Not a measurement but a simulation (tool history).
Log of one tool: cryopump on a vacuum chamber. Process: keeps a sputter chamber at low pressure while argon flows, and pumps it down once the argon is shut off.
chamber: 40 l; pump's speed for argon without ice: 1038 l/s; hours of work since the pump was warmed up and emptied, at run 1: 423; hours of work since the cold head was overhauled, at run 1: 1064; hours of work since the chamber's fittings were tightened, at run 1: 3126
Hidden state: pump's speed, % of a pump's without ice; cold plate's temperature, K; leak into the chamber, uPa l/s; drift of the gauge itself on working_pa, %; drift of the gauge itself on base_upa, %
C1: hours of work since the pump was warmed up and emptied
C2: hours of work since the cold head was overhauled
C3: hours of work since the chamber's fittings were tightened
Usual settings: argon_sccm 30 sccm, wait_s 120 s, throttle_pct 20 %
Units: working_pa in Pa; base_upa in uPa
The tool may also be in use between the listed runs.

Run 1, hour 0.0: usual settings; C1 423; C2 1064; C3 3126. Result: working_pa 0.2602 Pa, base_upa 3.15 uPa.
Run 2, hour 36.7: usual settings but wait_s 162 s; C1 453; C2 1094; C3 3156. Result: working_pa 0.2605 Pa, base_upa 2.85 uPa.
Run 3, hour 66.2: usual settings but wait_s 162 s; C1 477; C2 1118; C3 3180. Result: working_pa 0.2626 Pa, base_upa 2.97 uPa.
Run 4, hour 92.9: usual settings but argon_sccm 48 sccm; C1 499; C2 1140; C3 3202. Result: working_pa 0.4211 Pa, base_upa 3.30 uPa.
Run 5, hour 119.5: usual settings but argon_sccm 48 sccm; C1 521; C2 1162; C3 3224. Result: working_pa 0.4271 Pa, base_upa 3.33 uPa.
Run 6, hour 152.4: usual settings but argon_sccm 48 sccm; C1 547; C2 1188; C3 3251. Result: working_pa 0.4269 Pa, base_upa 3.40 uPa.
Run 7, hour 180.3: usual settings but argon_sccm 48 sccm; C1 570; C2 1211; C3 3273. Result: working_pa 0.4257 Pa, base_upa 3.52 uPa.
Run 8, hour 225.3: usual settings but argon_sccm 48 sccm; C1 607; C2 1248; C3 3310. Result: working_pa 0.4281 Pa, base_upa 3.52 uPa.
At hour 250.4: pump warmed up, emptied and cooled again.
Run 9, hour 272.3: usual settings but argon_sccm 48 sccm; C1 18; C2 1282; C3 3344. Result: working_pa 0.3937 Pa, base_upa 2.82 uPa.
Run 10, hour 301.2: usual settings but argon_sccm 48 sccm; C1 41; C2 1306; C3 3368. Result: working_pa 0.3951 Pa, base_upa 2.75 uPa.
Run 11, hour 347.6: usual settings but wait_s 194 s; C1 79; C2 1343; C3 3405. Result: working_pa 0.2477 Pa, base_upa 2.48 uPa.
Run 12, hour 382.9: usual settings but argon_sccm 20 sccm, wait_s 194 s; C1 108; C2 1372; C3 3434. Result: working_pa 0.1649 Pa, base_upa 2.47 uPa.
Run 13, hour 405.2: usual settings but argon_sccm 20 sccm, wait_s 194 s; C1 126; C2 1390; C3 3452. Result: working_pa 0.1659 Pa, base_upa 2.44 uPa.
Run 14, hour 439.1: usual settings but argon_sccm 49 sccm, wait_s 194 s; C1 154; C2 1418; C3 3480. Result: working_pa 0.4051 Pa, base_upa 2.48 uPa.
Run 15, hour 467.6: usual settings but argon_sccm 49 sccm, wait_s 194 s; C1 177; C2 1441; C3 3503. Result: working_pa 0.4067 Pa, base_upa 2.63 uPa.
Run 16, hour 489.5: usual settings but argon_sccm 49 sccm, wait_s 194 s; C1 195; C2 1459; C3 3521. Result: working_pa 0.4081 Pa, base_upa 2.63 uPa.
Run 17, hour 536.1: usual settings but argon_sccm 31 sccm, wait_s 194 s; C1 233; C2 1497; C3 3559. Result: working_pa 0.2604 Pa, base_upa 2.67 uPa.
Run 18, hour 559.6: usual settings but argon_sccm 39 sccm, wait_s 299 s, throttle_pct 33 %; C1 252; C2 1516; C3 3578. Result: working_pa 0.2036 Pa, base_upa 2.45 uPa.
Run 19, hour 595.1: usual settings but argon_sccm 40 sccm, wait_s 26 s, throttle_pct 48 %; C1 281; C2 1545; C3 3607. Result: working_pa 0.1488 Pa, base_upa 7.13 uPa.
Run 20, hour 614.6: usual settings but argon_sccm 12 sccm, wait_s 181 s, throttle_pct 32 %; C1 297; C2 1561; C3 3623. Result: working_pa 0.0659 Pa, base_upa 2.88 uPa.
Run 21, hour 638.2: usual settings but argon_sccm 31 sccm, wait_s 60 s; C1 316; C2 1580; C3 3642. Result: working_pa 0.2634 Pa, base_upa 4.29 uPa.
Run 22, hour 676.8: usual settings but argon_sccm 38 sccm, wait_s 40 s, throttle_pct 29 %; C1 347; C2 1611; C3 3674. Result: working_pa 0.2284 Pa, base_upa 5.53 uPa.
Run 23, hour 707.8: usual settings but argon_sccm 14 sccm; C1 373; C2 1637; C3 3699. Result: working_pa 0.1190 Pa, base_upa 3.41 uPa.
Run 24, hour 731.4: usual settings but argon_sccm 13 sccm, wait_s 144 s; C1 392; C2 1656; C3 3718. Result: working_pa 0.1125 Pa, base_upa 3.23 uPa.

Measured less the same run without the tool's hidden state. The same run-to-run variation is in both; the gauge's scatter may not be:
run  working_pa  base_upa
  1     +0.0155     +1.72
  2     +0.0168     +1.74
  3     +0.0183     +1.85
  4     +0.0310     +1.90
  5     +0.0331     +1.91
  6     +0.0352     +1.99
  7     +0.0369     +2.08
  8     +0.0404     +2.12
  9     +0.0016     +1.38
 10     +0.0026     +1.38
 11     +0.0026     +1.47
 12     +0.0023     +1.48
 13     +0.0026     +1.48
 14     +0.0080     +1.54
 15     +0.0094     +1.60
 16     +0.0103     +1.63
 17     +0.0080     +1.69
 18     +0.0109     +1.71
 19     +0.0127     +1.74
 20     +0.0040     +1.83
 21     +0.0113     +1.79
 22     +0.0154     +1.88
 23     +0.0061     +1.97
 24     +0.0061     +1.99
